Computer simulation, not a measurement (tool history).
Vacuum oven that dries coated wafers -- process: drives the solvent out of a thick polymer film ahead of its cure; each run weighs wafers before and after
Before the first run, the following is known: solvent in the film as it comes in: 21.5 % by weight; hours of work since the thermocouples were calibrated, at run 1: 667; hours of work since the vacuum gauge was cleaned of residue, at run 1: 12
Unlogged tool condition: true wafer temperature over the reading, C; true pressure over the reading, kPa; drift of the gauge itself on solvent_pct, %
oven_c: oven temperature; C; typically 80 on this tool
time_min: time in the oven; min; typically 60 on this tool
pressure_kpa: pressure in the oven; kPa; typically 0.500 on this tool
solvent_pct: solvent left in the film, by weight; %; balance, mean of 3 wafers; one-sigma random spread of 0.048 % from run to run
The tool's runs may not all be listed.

| run | hour | oven_c | time_min | pressure_kpa | hours of work since the thermocouples were calibrated | hours of work since the vacuum gauge was cleaned of residue | solvent_pct |
|---|---|---|---|---|---|---|---|
| 1 | 0.0 | 80 | 60 | 0.500 | 667 | 12 | 1.50 |
| 2 | 11.1 | 80 | 65 | 0.500 | 675 | 20 | 1.31 |
| 3 | 34.3 | 80 | 65 | 0.500 | 691 | 37 | 1.31 |
| 4 | 55.5 | 80 | 65 | 0.500 | 706 | 51 | 1.29 |
| 5 | 74.0 | 80 | 65 | 0.500 | 719 | 64 | 1.33 |
| 6 | 90.6 | 80 | 65 | 0.500 | 730 | 76 | 1.37 |
| 7 | 107.9 | 80 | 60 | 0.500 | 743 | 88 | 1.62 |
| 8 | 126.3 | 80 | 60 | 0.500 | 756 | 101 | 1.52 |
| 9 | 149.2 | 80 | 60 | 0.500 | 772 | 117 | 1.66 |
| 10 | 166.4 | 80 | 60 | 0.500 | 784 | 129 | 1.60 |
| 11 | 189.8 | 80 | 60 | 0.500 | 800 | 146 | 1.50 |
| 12 | 200.5 | 80 | 60 | 0.500 | 808 | 154 | 1.66 |
|  | 207.9 | oven's thermocouples calibrated |
| 13 | 225.6 | 80 | 60 | 0.338 | 12 | 170 | 1.43 |
| 14 | 242.8 | 81 | 60 | 0.500 | 25 | 182 | 1.36 |
| 15 | 263.1 | 81 | 60 | 0.500 | 39 | 196 | 1.27 |
| 16 | 281.5 | 80 | 60 | 0.500 | 52 | 209 | 1.49 |
| 17 | 296.3 | 80 | 60 | 0.500 | 62 | 220 | 1.58 |
| 18 | 309.6 | 78 | 60 | 0.500 | 72 | 229 | 2.05 |
| 19 | 334.5 | 78 | 60 | 0.500 | 89 | 246 | 2.10 |
| 20 | 350.9 | 66 | 60 | 0.500 | 101 | 258 | 8.02 |
| 21 | 374.4 | 67 | 60 | 0.500 | 117 | 275 | 7.49 |
| 22 | 387.1 | 67 | 60 | 0.500 | 126 | 283 | 7.33 |
| 23 | 400.0 | 80 | 31 | 0.500 | 135 | 293 | 4.56 |
| 24 | 416.7 | 80 | 31 | 0.500 | 147 | 304 | 4.41 |
| 25 | 432.4 | 80 | 31 | 0.257 | 158 | 315 | 4.29 |
| 26 | 452.0 | 80 | 31 | 0.257 | 172 | 329 | 4.39 |
| 27 | 470.6 | 89 | 60 | 0.500 | 185 | 342 | 0.47 |
| 28 | 488.4 | 89 | 60 | 0.502 | 198 | 355 | 0.53 |
| 29 | 498.6 | 74 | 105 | 0.500 | 205 | 362 | 1.60 |
| 30 | 515.2 | 66 | 60 | 1.096 | 216 | 374 | 8.55 |
| 31 | 532.7 | 75 | 61 | 1.071 | 229 | 386 | 3.86 |
| 32 | 553.1 | 75 | 61 | 1.071 | 243 | 400 | 3.95 |
| 33 | 571.7 | 74 | 57 | 0.305 | 256 | 413 | 3.83 |
| 34 | 593.1 | 82 | 60 | 1.920 | 271 | 429 | 2.52 |
| 35 | 614.2 | 82 | 60 | 1.920 | 286 | 443 | 2.39 |
| 36 | 628.7 | 82 | 60 | 1.920 | 296 | 454 | 2.49 |
| 37 | 639.6 | 68 | 43 | 0.275 | 304 | 461 | 8.87 |
| 38 | 654.4 | 68 | 43 | 0.275 | 314 | 472 | 8.81 |
| 39 | 678.8 | 85 | 36 | 1.028 | 332 | 489 | 2.36 |
| 40 | 703.1 | 78 | 36 | 0.803 | 349 | 506 | 5.12 |
| 41 | 727.6 | 78 | 36 | 0.803 | 366 | 523 | 5.09 |
| 42 | 752.3 | 78 | 36 | 0.803 | 383 | 541 | 5.06 |
| 43 | 777.2 | 78 | 36 | 0.803 | 401 | 558 | 5.20 |
| 44 | 793.0 | 84 | 30 | 0.500 | 412 | 569 | 3.13 |
| 45 | 812.2 | 80 | 60 | 0.264 | 426 | 583 | 1.52 |

The logged runs with the hidden state left out (each run's random variation unchanged):
| run | solvent_pct |
|---|---|
| 1 | 1.32 |
| 2 | 1.16 |
| 3 | 1.15 |
| 4 | 1.11 |
| 5 | 1.16 |
| 6 | 1.18 |
| 7 | 1.40 |
| 8 | 1.30 |
| 9 | 1.42 |
| 10 | 1.36 |
| 11 | 1.25 |
| 12 | 1.41 |
| 13 | 1.24 |
| 14 | 1.18 |
| 15 | 1.09 |
| 16 | 1.27 |
| 17 | 1.35 |
| 18 | 1.77 |
| 19 | 1.80 |
| 20 | 7.51 |
| 21 | 6.96 |
| 22 | 6.80 |
| 23 | 4.11 |
| 24 | 3.96 |
| 25 | 3.83 |
| 26 | 3.92 |
| 27 | 0.38 |
| 28 | 0.43 |
| 29 | 1.29 |
| 30 | 7.95 |
| 31 | 3.37 |
| 32 | 3.45 |
| 33 | 3.29 |
| 34 | 2.22 |
| 35 | 2.08 |
| 36 | 2.18 |
| 37 | 8.22 |
| 38 | 8.16 |
| 39 | 1.97 |
| 40 | 4.51 |
| 41 | 4.46 |
| 42 | 4.43 |
| 43 | 4.54 |
| 44 | 2.59 |
| 45 | 1.11 |
